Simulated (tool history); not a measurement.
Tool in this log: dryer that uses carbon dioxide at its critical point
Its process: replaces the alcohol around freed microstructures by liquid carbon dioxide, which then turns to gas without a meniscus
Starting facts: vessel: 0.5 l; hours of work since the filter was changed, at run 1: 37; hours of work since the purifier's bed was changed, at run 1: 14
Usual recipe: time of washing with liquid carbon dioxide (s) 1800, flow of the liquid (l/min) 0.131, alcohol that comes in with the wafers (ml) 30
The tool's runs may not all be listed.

run	day	time of washing with liquid carbon dioxide (s)	flow of the liquid (l/min)	alcohol that comes in with the wafers (ml)	hours of work since the filter was changed	hours of work since the purifier's bed was changed	alcohol left in the vessel before it's heated (ppm by volume)
1	0.000	1800	0.131	30	37	14	201
2	1.758	1380	0.131	30	53	29	769
3	3.679	1260	0.131	30	69	46	1204
4	5.192	1260	0.131	30	82	59	1212
5	6.692	1800	0.131	38	96	72	323
6	8.167	1800	0.131	38	108	85	324
7	9.983	1800	0.131	64	124	101	566
8	11.650	1800	0.131	64	139	115	602
9	13.129	1800	0.131	64	151	128	653
10	14.333	1800	0.131	64	162	139	666
11	15.396	1800	0.131	64	171	148	687
12	16.442	1800	0.131	30	180	157	359
13	18.133	1800	0.131	30	195	172	369
14	19.400	1800	0.131	42	206	183	527
15	20.921	1800	0.131	42	219	196	541
16	21.896	1800	0.144	30	228	205	285
17	23.321	1800	0.131	30	240	217	449
18	24.500	1800	0.131	30	250	227	450
19	26.450	1260	0.131	30	267	244	1920
20	27.417	2280	0.162	30	276	253	95
21	28.304	1800	0.193	30	283	260	121
22	30.021	1140	0.203	30	298	275	601
# day 30.596: inlet filter changed
23	31.962	2160	0.155	41	12	292	98
24	33.575	2160	0.155	41	26	306	103
25	34.646	2760	0.131	30	35	315	96
26	36.412	1620	0.131	25	51	330	389
27	37.846	1800	0.108	23	63	343	523
28	39.575	1200	0.174	33	78	358	573
29	40.721	1200	0.174	33	88	368	576
30	42.500	1200	0.174	33	104	383	618
31	44.462	1200	0.174	33	121	400	624
32	45.321	1200	0.174	33	128	408	646
33	46.129	1200	0.174	33	135	415	651
34	48.062	1200	0.084	77	152	432	15902
35	49.258	1980	0.131	74	162	442	531
36	51.154	1980	0.131	74	179	459	556

Each row is a separate what-if for the run after 36, all from the same tool condition, not one after another. Results?
A	52.917	1980	0.178	29	194	474	?
B	52.917	2040	0.131	33	194	474	?
C	52.917	1800	0.131	32	194	474	?
D	52.917	1980	0.115	21	194	474	?

run	alcohol left in the vessel before it's heated (ppm by volume)
A	136
B	300
C	482
D	383
What these runs would have given with no unlogged condition in the tool:
run	alcohol left in the vessel before it's heated (ppm by volume)
A	4
B	87
C	194
D	139
